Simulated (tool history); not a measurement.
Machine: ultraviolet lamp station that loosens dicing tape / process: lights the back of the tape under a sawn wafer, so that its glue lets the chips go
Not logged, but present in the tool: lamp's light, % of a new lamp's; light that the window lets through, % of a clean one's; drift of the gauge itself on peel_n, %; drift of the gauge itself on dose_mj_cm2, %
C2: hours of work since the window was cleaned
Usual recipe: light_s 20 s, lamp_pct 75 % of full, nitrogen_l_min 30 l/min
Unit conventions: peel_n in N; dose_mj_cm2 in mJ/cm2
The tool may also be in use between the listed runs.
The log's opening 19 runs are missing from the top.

{"day": 34.796, "done": "window cleaned of glue's vapour"}
{"run": 20, "day": 34.796, "light_s": 13, "lamp_pct": 75, "nitrogen_l_min": 30, "hours of work of the lamp": 282, "C2": 0, "peel_n": 1.498, "dose_mj_cm2": 134}
{"run": 21, "day": 36.738, "light_s": 13, "lamp_pct": 75, "nitrogen_l_min": 30, "hours of work of the lamp": 316, "C2": 34, "peel_n": 1.523, "dose_mj_cm2": 134}
{"run": 22, "day": 39.079, "light_s": 20, "lamp_pct": 75, "nitrogen_l_min": 17, "hours of work of the lamp": 357, "C2": 76, "peel_n": 1.112, "dose_mj_cm2": 198}
{"run": 23, "day": 41.658, "light_s": 35, "lamp_pct": 76, "nitrogen_l_min": 17, "hours of work of the lamp": 403, "C2": 121, "peel_n": 0.294, "dose_mj_cm2": 343}
{"run": 24, "day": 44.242, "light_s": 35, "lamp_pct": 76, "nitrogen_l_min": 17, "hours of work of the lamp": 448, "C2": 167, "peel_n": 0.322, "dose_mj_cm2": 332}
{"run": 25, "day": 45.892, "light_s": 11, "lamp_pct": 99, "nitrogen_l_min": 42, "hours of work of the lamp": 477, "C2": 196, "peel_n": 1.136, "dose_mj_cm2": 129}
{"day": 47.067, "done": "window cleaned of glue's vapour"}
{"run": 26, "day": 48.371, "light_s": 13, "lamp_pct": 81, "nitrogen_l_min": 17, "hours of work of the lamp": 521, "C2": 23, "peel_n": 2.443, "dose_mj_cm2": 130}
{"run": 27, "day": 50.554, "light_s": 17, "lamp_pct": 61, "nitrogen_l_min": 30, "hours of work of the lamp": 559, "C2": 62, "peel_n": 1.687, "dose_mj_cm2": 126}
{"run": 28, "day": 52.612, "light_s": 21, "lamp_pct": 86, "nitrogen_l_min": 30, "hours of work of the lamp": 595, "C2": 98, "peel_n": 0.539, "dose_mj_cm2": 215}
{"run": 29, "day": 54.871, "light_s": 17, "lamp_pct": 66, "nitrogen_l_min": 30, "hours of work of the lamp": 635, "C2": 138, "peel_n": 1.647, "dose_mj_cm2": 128}
{"run": 30, "day": 56.562, "light_s": 23, "lamp_pct": 100, "nitrogen_l_min": 37, "hours of work of the lamp": 665, "C2": 167, "peel_n": 0.261, "dose_mj_cm2": 259}
{"day": 56.721, "done": "lamp changed"}
{"day": 59.267, "done": "window cleaned of glue's vapour"}
{"run": 31, "day": 59.267, "light_s": 23, "lamp_pct": 100, "nitrogen_l_min": 37, "hours of work of the lamp": 45, "C2": 0, "peel_n": 0.16, "dose_mj_cm2": 347}
{"run": 32, "day": 61.054, "light_s": 28, "lamp_pct": 89, "nitrogen_l_min": 47, "hours of work of the lamp": 76, "C2": 32, "peel_n": 0.151, "dose_mj_cm2": 369}
{"run": 33, "day": 63.85, "light_s": 28, "lamp_pct": 89, "nitrogen_l_min": 47, "hours of work of the lamp": 125, "C2": 81, "peel_n": 0.147, "dose_mj_cm2": 357}
{"run": 34, "day": 65.721, "light_s": 28, "lamp_pct": 89, "nitrogen_l_min": 47, "hours of work of the lamp": 158, "C2": 114, "peel_n": 0.163, "dose_mj_cm2": 349}
{"run": 35, "day": 68.25, "light_s": 33, "lamp_pct": 70, "nitrogen_l_min": 19, "hours of work of the lamp": 203, "C2": 158, "peel_n": 0.314, "dose_mj_cm2": 319}
{"run": 36, "day": 69.642, "light_s": 33, "lamp_pct": 70, "nitrogen_l_min": 19, "hours of work of the lamp": 227, "C2": 183, "peel_n": 0.333, "dose_mj_cm2": 309}
{"day": 71.412, "done": "window cleaned of glue's vapour"}
{"run": 37, "day": 71.783, "light_s": 14, "lamp_pct": 69, "nitrogen_l_min": 33, "hours of work of the lamp": 265, "C2": 7, "peel_n": 1.497, "dose_mj_cm2": 132}
{"run": 38, "day": 73.725, "light_s": 14, "lamp_pct": 69, "nitrogen_l_min": 12, "hours of work of the lamp": 299, "C2": 41, "peel_n": 3.029, "dose_mj_cm2": 133}
{"run": 39, "day": 75.338, "light_s": 20, "lamp_pct": 71, "nitrogen_l_min": 30, "hours of work of the lamp": 327, "C2": 69, "peel_n": 0.704, "dose_mj_cm2": 188}
{"run": 40, "day": 77.212, "light_s": 12, "lamp_pct": 81, "nitrogen_l_min": 31, "hours of work of the lamp": 361, "C2": 102, "peel_n": 1.666, "dose_mj_cm2": 129}
{"run": 41, "day": 79.696, "light_s": 33, "lamp_pct": 60, "nitrogen_l_min": 39, "hours of work of the lamp": 404, "C2": 146, "peel_n": 0.294, "dose_mj_cm2": 252}
{"run": 42, "day": 81.517, "light_s": 33, "lamp_pct": 60, "nitrogen_l_min": 47, "hours of work of the lamp": 436, "C2": 178, "peel_n": 0.245, "dose_mj_cm2": 245}

Forecast each of these 3 alternatives for the next run:
{"run": "A", "day": 83.125, "light_s": 20, "lamp_pct": 75, "nitrogen_l_min": 10, "hours of work of the lamp": 465, "C2": 206, "peel_n": "?", "dose_mj_cm2": "?"}
{"run": "B", "day": 83.125, "light_s": 35, "lamp_pct": 60, "nitrogen_l_min": 47, "hours of work of the lamp": 465, "C2": 206, "peel_n": "?", "dose_mj_cm2": "?"}
{"run": "C", "day": 83.125, "light_s": 20, "lamp_pct": 75, "nitrogen_l_min": 35, "hours of work of the lamp": 465, "C2": 206, "peel_n": "?", "dose_mj_cm2": "?"}

run=A peel_n=2.087 dose_mj_cm2=181
run=B peel_n=0.236 dose_mj_cm2=251
run=C peel_n=0.653 dose_mj_cm2=179
Had the tool no hidden state, the same runs would have come out as:
run=A peel_n=1.347 dose_mj_cm2=229
run=B peel_n=0.171 dose_mj_cm2=319
run=C peel_n=0.367 dose_mj_cm2=228

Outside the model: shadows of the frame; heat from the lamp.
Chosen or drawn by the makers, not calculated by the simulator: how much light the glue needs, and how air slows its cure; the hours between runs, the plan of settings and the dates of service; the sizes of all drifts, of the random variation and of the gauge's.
